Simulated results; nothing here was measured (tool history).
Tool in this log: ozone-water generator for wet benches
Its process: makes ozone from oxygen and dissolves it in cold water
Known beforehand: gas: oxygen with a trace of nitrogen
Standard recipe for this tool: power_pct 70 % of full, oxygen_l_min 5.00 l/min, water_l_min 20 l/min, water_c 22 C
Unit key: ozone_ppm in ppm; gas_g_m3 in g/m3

run,hour,power_pct,oxygen_l_min,water_l_min,water_c,ozone_ppm,gas_g_m3
1,0.0,70,5.00,20,22,23.5,260.4
2,58.9,70,3.84,20,22,22.5,290.1
3,111.2,70,5.00,20,22,23.4,261.4
4,180.8,70,5.00,20,22,23.2,255.9
5,215.3,70,5.00,20,22,23.5,258.8
6,265.6,70,5.00,20,22,23.6,258.0
7,309.4,70,5.00,23,22,20.8,261.0
8,368.9,70,5.00,23,22,20.4,259.4
9,405.7,70,5.00,23,22,20.6,257.4
10,457.5,70,5.00,20,22,23.4,258.8
11,517.8,70,5.00,20,22,23.2,258.1
12,551.1,70,2.55,20,22,20.4,341.1
13,610.3,70,5.00,20,22,23.6,259.1
14,642.3,70,5.00,13,22,32.8,261.4
15,682.3,70,5.00,20,22,23.4,258.6
16,742.2,70,5.00,20,22,23.3,261.6
17,804.0,70,5.00,20,24,22.7,259.9
18,843.7,71,5.00,20,24,22.9,263.9
19,910.8,71,5.00,20,24,22.9,263.4
20,977.5,50,4.98,29,21,13.3,208.2
21,1030.5,49,5.00,20,18,19.5,206.3
22,1101.1,70,5.73,22,22,21.8,244.2
23,1153.6,70,5.73,22,22,21.9,246.6
24,1198.0,51,7.50,20,22,19.6,177.7
25,1266.9,70,5.00,20,26,22.1,259.8
26,1325.7,54,5.00,26,22,15.3,220.4
27,1384.5,71,5.00,26,18,19.2,262.9
28,1436.2,71,5.00,26,18,19.2,262.6
29,1478.3,70,5.65,20,14,26.8,244.8
30,1532.6,70,4.49,24,22,19.4,268.6
31,1586.7,70,6.48,26,22,19.0,232.4
32,1656.6,70,3.56,20,22,22.4,297.5

What if the next run were any one of these 5? Each begins from the tool's condition after run 32:
A,1721.0,95,3.56,20,22,?,?
B,1721.0,70,3.56,20,29,?,?
C,1721.0,75,5.00,13,17,?,?
D,1721.0,82,2.89,20,22,?,?
E,1721.0,51,2.57,20,21,?,?

run,ozone_ppm,gas_g_m3
A,27.0,361.5
B,20.0,299.5
C,37.5,270.4
D,23.7,361.1
E,16.6,276.0
With no hidden state in the tool, these same runs would have given:
run,ozone_ppm,gas_g_m3
A,27.0,362.1
B,20.0,299.8
C,37.5,270.7
D,23.8,361.6
E,16.6,276.3

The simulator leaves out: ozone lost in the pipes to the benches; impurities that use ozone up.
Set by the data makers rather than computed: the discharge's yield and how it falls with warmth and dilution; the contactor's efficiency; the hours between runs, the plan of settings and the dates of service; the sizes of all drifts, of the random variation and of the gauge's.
